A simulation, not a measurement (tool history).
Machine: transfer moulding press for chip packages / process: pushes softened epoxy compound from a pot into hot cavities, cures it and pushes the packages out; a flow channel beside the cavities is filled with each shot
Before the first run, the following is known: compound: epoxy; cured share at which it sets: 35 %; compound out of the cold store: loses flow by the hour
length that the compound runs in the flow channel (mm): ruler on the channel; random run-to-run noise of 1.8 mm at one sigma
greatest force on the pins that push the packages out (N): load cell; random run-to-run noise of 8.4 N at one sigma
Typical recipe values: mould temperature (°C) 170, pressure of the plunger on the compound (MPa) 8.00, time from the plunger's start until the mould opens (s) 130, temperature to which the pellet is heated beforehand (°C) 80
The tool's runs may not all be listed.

| run | hour | mould temperature (°C) | pressure of the plunger on the compound (MPa) | time from the plunger's start until the mould opens (s) | temperature to which the pellet is heated beforehand (°C) | incoming compound's hours out of the cold store | length that the compound runs in the flow channel (mm) | greatest force on the pins that push the packages out (N) |
|---|---|---|---|---|---|---|---|---|
| 1 | 0.0 | 170 | 8.00 | 130 | 80 | 37.7 | 596 | 618 |
| 2 | 5.7 | 170 | 9.79 | 130 | 80 | 29.7 | 683 | 627 |
| 3 | 14.1 | 170 | 9.79 | 130 | 82 | 17.5 | 720 | 703 |
| 4 | 22.6 | 170 | 8.00 | 130 | 77 | 12.9 | 667 | 673 |
|  | 30.0 | cavities cleaned with cleaning compound and waxed |
| 5 | 32.2 | 170 | 8.00 | 130 | 80 | 22.5 | 639 | 399 |
| 6 | 36.0 | 168 | 8.00 | 130 | 80 | 38.9 | 601 | 417 |
| 7 | 42.5 | 170 | 8.00 | 130 | 80 | 28.9 | 622 | 433 |
| 8 | 50.6 | 170 | 8.00 | 167 | 80 | 9.8 | 676 | 436 |
| 9 | 55.1 | 170 | 8.00 | 144 | 80 | 47.9 | 569 | 469 |
| 10 | 61.3 | 170 | 8.00 | 144 | 80 | 30.0 | 613 | 481 |
| 11 | 69.3 | 170 | 8.00 | 144 | 80 | 9.8 | 675 | 500 |
| 12 | 75.4 | 170 | 8.00 | 144 | 80 | 44.2 | 574 | 535 |
| 13 | 79.2 | 170 | 8.00 | 130 | 87 | 30.0 | 612 | 561 |
| 14 | 83.7 | 170 | 8.00 | 130 | 87 | 21.3 | 636 | 588 |
| 15 | 90.5 | 170 | 8.00 | 130 | 87 | 47.2 | 566 | 563 |
| 16 | 95.8 | 169 | 8.00 | 158 | 87 | 19.6 | 649 | 593 |
| 17 | 100.9 | 168 | 6.41 | 117 | 84 | 24.0 | 572 | 719 |
| 18 | 104.7 | 162 | 6.66 | 163 | 84 | 30.7 | 594 | 674 |
| 19 | 109.1 | 167 | 8.00 | 159 | 72 | 39.2 | 601 | 610 |
| 20 | 116.4 | 170 | 8.00 | 128 | 80 | 40.9 | 581 | 636 |
| 21 | 125.2 | 170 | 8.00 | 148 | 71 | 18.9 | 642 | 656 |
| 22 | 133.1 | 170 | 8.00 | 111 | 79 | 11.4 | 665 | 762 |
| 23 | 137.2 | 170 | 7.86 | 167 | 77 | 30.0 | 603 | 652 |
| 24 | 142.7 | 176 | 7.86 | 120 | 77 | 41.7 | 549 | 665 |
|  | 145.5 | cavities cleaned with cleaning compound and waxed |
| 25 | 153.0 | 174 | 7.67 | 126 | 76 | 22.7 | 598 | 387 |
| 26 | 162.0 | 165 | 9.79 | 139 | 80 | 26.6 | 710 | 471 |
| 27 | 169.0 | 170 | 8.00 | 130 | 79 | 40.6 | 581 | 479 |
| 28 | 177.3 | 170 | 8.00 | 130 | 79 | 18.8 | 636 | 492 |
| 29 | 182.5 | 170 | 8.00 | 130 | 79 | 11.3 | 660 | 516 |
| 30 | 190.4 | 170 | 8.00 | 130 | 79 | 21.3 | 627 | 529 |

The same runs without the tool's hidden state, with the same run-to-run variation:
Hidden state at play: true mould temperature over the reading, C; pressure that reaches the compound, % of what is set; grip of the stained cavities, % over clean ones'; drift of the gauge itself on flow_mm, %; drift of the gauge itself on push_out_n, %.
| run | length that the compound runs in the flow channel (mm) | greatest force on the pins that push the packages out (N) |
|---|---|---|
| 1 | 603 | 361 |
| 2 | 692 | 364 |
| 3 | 730 | 397 |
| 4 | 677 | 366 |
| 5 | 649 | 377 |
| 6 | 611 | 379 |
| 7 | 632 | 368 |
| 8 | 688 | 345 |
| 9 | 579 | 360 |
| 10 | 625 | 351 |
| 11 | 688 | 347 |
| 12 | 586 | 360 |
| 13 | 625 | 372 |
| 14 | 650 | 379 |
| 15 | 578 | 356 |
| 16 | 664 | 367 |
| 17 | 586 | 432 |
| 18 | 608 | 401 |
| 19 | 616 | 358 |
| 20 | 596 | 365 |
| 21 | 659 | 369 |
| 22 | 683 | 415 |
| 23 | 619 | 352 |
| 24 | 564 | 359 |
| 25 | 615 | 351 |
| 26 | 731 | 388 |
| 27 | 598 | 376 |
| 28 | 657 | 363 |
| 29 | 681 | 370 |
| 30 | 648 | 361 |

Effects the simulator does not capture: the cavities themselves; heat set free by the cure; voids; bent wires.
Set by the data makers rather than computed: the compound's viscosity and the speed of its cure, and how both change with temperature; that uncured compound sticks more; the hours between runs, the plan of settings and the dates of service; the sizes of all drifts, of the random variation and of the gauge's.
